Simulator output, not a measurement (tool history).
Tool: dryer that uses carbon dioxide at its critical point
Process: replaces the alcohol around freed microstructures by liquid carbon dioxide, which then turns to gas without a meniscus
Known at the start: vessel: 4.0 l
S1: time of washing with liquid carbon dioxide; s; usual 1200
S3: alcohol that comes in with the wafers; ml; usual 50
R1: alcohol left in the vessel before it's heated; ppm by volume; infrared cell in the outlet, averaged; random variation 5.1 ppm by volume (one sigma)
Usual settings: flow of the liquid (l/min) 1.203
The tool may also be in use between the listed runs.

{"run": 1, "hour": 0.0, "S1": 1200, "flow of the liquid (l/min)": 1.203, "S3": 50, "R1": 168}
{"run": 2, "hour": 5.3, "S1": 1200, "flow of the liquid (l/min)": 1.203, "S3": 50, "R1": 162}
{"run": 3, "hour": 12.1, "S1": 1200, "flow of the liquid (l/min)": 1.203, "S3": 39, "R1": 141}
{"run": 4, "hour": 23.8, "S1": 1200, "flow of the liquid (l/min)": 1.203, "S3": 39, "R1": 138}
{"run": 5, "hour": 35.1, "S1": 1200, "flow of the liquid (l/min)": 1.203, "S3": 39, "R1": 136}
{"run": 6, "hour": 43.0, "S1": 1200, "flow of the liquid (l/min)": 1.203, "S3": 39, "R1": 141}
{"run": 7, "hour": 48.2, "S1": 1200, "flow of the liquid (l/min)": 1.203, "S3": 39, "R1": 148}
{"run": 8, "hour": 53.8, "S1": 1200, "flow of the liquid (l/min)": 1.203, "S3": 50, "R1": 180}
{"run": 9, "hour": 59.6, "S1": 1200, "flow of the liquid (l/min)": 1.203, "S3": 50, "R1": 173}
{"run": 10, "hour": 68.2, "S1": 1200, "flow of the liquid (l/min)": 1.203, "S3": 50, "R1": 183}
{"run": 11, "hour": 79.2, "S1": 1200, "flow of the liquid (l/min)": 1.203, "S3": 50, "R1": 194}
{"run": 12, "hour": 86.8, "S1": 1200, "flow of the liquid (l/min)": 1.203, "S3": 50, "R1": 193}
{"run": 13, "hour": 98.3, "S1": 1200, "flow of the liquid (l/min)": 1.203, "S3": 50, "R1": 189}
{"run": 14, "hour": 107.3, "S1": 1200, "flow of the liquid (l/min)": 1.203, "S3": 50, "R1": 199}
{"run": 15, "hour": 112.6, "S1": 1740, "flow of the liquid (l/min)": 1.203, "S3": 50, "R1": 49}
{"run": 16, "hour": 118.2, "S1": 1740, "flow of the liquid (l/min)": 1.203, "S3": 50, "R1": 59}
{"run": 17, "hour": 126.6, "S1": 1740, "flow of the liquid (l/min)": 1.203, "S3": 50, "R1": 56}
{"run": 18, "hour": 135.7, "S1": 1740, "flow of the liquid (l/min)": 1.203, "S3": 50, "R1": 56}
{"run": 19, "hour": 145.7, "S1": 1740, "flow of the liquid (l/min)": 1.203, "S3": 50, "R1": 51}
{"run": 20, "hour": 155.9, "S1": 1200, "flow of the liquid (l/min)": 1.203, "S3": 21, "R1": 108}
{"run": 21, "hour": 165.4, "S1": 1200, "flow of the liquid (l/min)": 1.203, "S3": 50, "R1": 206}
{"run": 22, "hour": 176.8, "S1": 1200, "flow of the liquid (l/min)": 1.203, "S3": 50, "R1": 201}
{"run": 23, "hour": 181.9, "S1": 900, "flow of the liquid (l/min)": 1.203, "S3": 50, "R1": 542}
{"run": 24, "hour": 189.8, "S1": 1800, "flow of the liquid (l/min)": 0.84, "S3": 31, "R1": 124}
{"run": 25, "hour": 197.2, "S1": 1800, "flow of the liquid (l/min)": 0.84, "S3": 31, "R1": 124}
{"run": 26, "hour": 205.2, "S1": 1800, "flow of the liquid (l/min)": 0.84, "S3": 31, "R1": 121}
{"run": 27, "hour": 211.5, "S1": 1800, "flow of the liquid (l/min)": 0.84, "S3": 31, "R1": 114}
{"run": 28, "hour": 220.5, "S1": 1800, "flow of the liquid (l/min)": 0.84, "S3": 31, "R1": 132}
{"run": 29, "hour": 231.7, "S1": 1800, "flow of the liquid (l/min)": 0.84, "S3": 31, "R1": 128}
{"run": 30, "hour": 242.4, "S1": 1560, "flow of the liquid (l/min)": 2.0, "S3": 103, "R1": 36}
{"run": 31, "hour": 253.5, "S1": 1560, "flow of the liquid (l/min)": 2.0, "S3": 103, "R1": 48}
{"run": 32, "hour": 260.9, "S1": 1200, "flow of the liquid (l/min)": 1.203, "S3": 26, "R1": 143}
{"hour": 266.8, "done": "inlet filter changed"}
{"run": 33, "hour": 267.9, "S1": 1200, "flow of the liquid (l/min)": 1.24, "S3": 73, "R1": 139}
{"run": 34, "hour": 278.7, "S1": 1140, "flow of the liquid (l/min)": 1.3, "S3": 31, "R1": 89}
{"run": 35, "hour": 283.6, "S1": 1140, "flow of the liquid (l/min)": 1.3, "S3": 31, "R1": 86}
{"run": 36, "hour": 294.5, "S1": 1560, "flow of the liquid (l/min)": 1.72, "S3": 32, "R1": 47}
{"run": 37, "hour": 300.4, "S1": 1440, "flow of the liquid (l/min)": 1.72, "S3": 28, "R1": 59}
{"run": 38, "hour": 310.9, "S1": 1440, "flow of the liquid (l/min)": 1.72, "S3": 28, "R1": 51}
{"run": 39, "hour": 318.6, "S1": 720, "flow of the liquid (l/min)": 2.0, "S3": 38, "R1": 117}
{"run": 40, "hour": 325.4, "S1": 720, "flow of the liquid (l/min)": 2.0, "S3": 38, "R1": 115}
{"run": 41, "hour": 333.6, "S1": 1500, "flow of the liquid (l/min)": 0.74, "S3": 38, "R1": 240}
{"run": 42, "hour": 338.4, "S1": 1680, "flow of the liquid (l/min)": 1.69, "S3": 34, "R1": 55}
{"run": 43, "hour": 350.0, "S1": 720, "flow of the liquid (l/min)": 1.203, "S3": 20, "R1": 301}

Forecast each of these 4 alternatives for the next run:
{"run": "A", "hour": 356.7, "S1": 720, "flow of the liquid (l/min)": 1.203, "S3": 99, "R1": "?"}
{"run": "B", "hour": 356.7, "S1": 1200, "flow of the liquid (l/min)": 0.99, "S3": 44, "R1": "?"}
{"run": "C", "hour": 356.7, "S1": 1440, "flow of the liquid (l/min)": 1.58, "S3": 28, "R1": "?"}
{"run": "D", "hour": 356.7, "S1": 840, "flow of the liquid (l/min)": 1.06, "S3": 91, "R1": "?"}

run=A R1=1272
run=B R1=232
run=C R1=54
run=D R1=1071
Without the tool's hidden state the same runs would have given:
run=A R1=1156
run=B R1=170
run=C R1=4
run=D R1=966

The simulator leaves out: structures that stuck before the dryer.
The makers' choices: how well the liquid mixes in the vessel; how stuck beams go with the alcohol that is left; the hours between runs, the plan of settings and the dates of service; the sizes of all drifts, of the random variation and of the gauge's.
